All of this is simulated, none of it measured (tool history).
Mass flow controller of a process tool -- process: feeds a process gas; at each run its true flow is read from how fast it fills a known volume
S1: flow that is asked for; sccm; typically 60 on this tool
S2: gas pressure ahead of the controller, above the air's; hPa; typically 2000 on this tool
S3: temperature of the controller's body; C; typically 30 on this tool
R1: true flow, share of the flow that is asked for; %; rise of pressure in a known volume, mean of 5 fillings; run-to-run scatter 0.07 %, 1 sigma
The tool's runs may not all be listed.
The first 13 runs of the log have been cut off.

run      day  S1    S2  S3      R1
 14   55.538  63  2000  30  100.66
 15   59.850  60  2000  30  100.76
 16   64.804  47  2000  30  100.58
 17   68.783  36  2540  21  100.01
 18   71.412  36  1500  21  100.46
 19   75.521  36  1500  21  100.45
 20   79.975  60  2780  39  101.15
 21   84.538  20  2150  23  101.53
 22   87.262  60  1530  38  101.39
 23   91.000  15  1720  31  103.07
 24   93.300  15  1720  31  103.19
 25   98.479  15  1720  31  103.22
 26  102.917  60  1490  28  101.11
 27  106.833  25  2160  23  101.38
 28  110.462  26  2240  36  101.92
 29  115.758  26  2240  36  101.92
 30  118.792  60  2000  31  101.10
 31  123.375  16  1570  36  103.62

Forecast each of these 4 alternatives for the next run:
  A  128.779  16  1570  30   ?
  B  128.779  98  1540  29   ?
  C  128.779  36  2360  27   ?
  D  128.779  16  1570  31   ?

run      R1
  A  103.44
  B  102.05
  C  100.98
  D  103.54
Take away the tool's hidden state, keep each run's random variation, and the runs would have read:
run      R1
  A   97.52
  B  100.31
  C   97.83
  D   97.63
